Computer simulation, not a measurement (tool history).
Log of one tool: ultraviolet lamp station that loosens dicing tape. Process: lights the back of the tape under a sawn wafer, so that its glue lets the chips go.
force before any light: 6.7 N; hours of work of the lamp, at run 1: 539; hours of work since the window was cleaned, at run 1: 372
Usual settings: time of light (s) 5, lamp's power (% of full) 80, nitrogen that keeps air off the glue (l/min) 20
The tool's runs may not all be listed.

run	hour	time of light (s)	lamp's power (% of full)	nitrogen that keeps air off the glue (l/min)	hours of work of the lamp	hours of work since the window was cleaned	force that peels the tape off (N)	light that reached the tape (J/m2)
1	0	5	80	20	539	372	1.329	2040
# hour 25.6: window cleaned of glue's vapour
2	45.7	5	80	20	570	14	1.068	2350
3	80.9	5	80	20	595	39	1.071	2330
4	142.6	5	80	20	638	82	1.126	2230
5	197.5	3	80	20	676	120	2.294	1320
6	239.4	3	80	20	705	149	2.389	1280
7	275.3	4	90	26	730	174	1.405	1900
8	304.9	5	80	14	751	195	1.443	2120
9	342.9	8	83	9	777	221	0.743	3410
10	372.4	4	70	20	798	242	2.068	1430
11	409.2	4	80	29	823	267	1.692	1640
12	438.9	4	80	29	844	288	1.716	1570

3 ways to go on from here, each from the tool as it stands after run 12. What would each give?
A	474.4	8	86	8	869	313	?	?
B	474.4	2	88	20	869	313	?	?
C	474.4	5	85	29	869	313	?	?

run	force that peels the tape off (N)	light that reached the tape (J/m2)
A	0.835	3340
B	3.341	850
C	1.202	2020
Without the tool's hidden state the same runs would have given:
run	force that peels the tape off (N)	light that reached the tape (J/m2)
A	0.432	4720
B	2.527	1200
C	0.658	2870
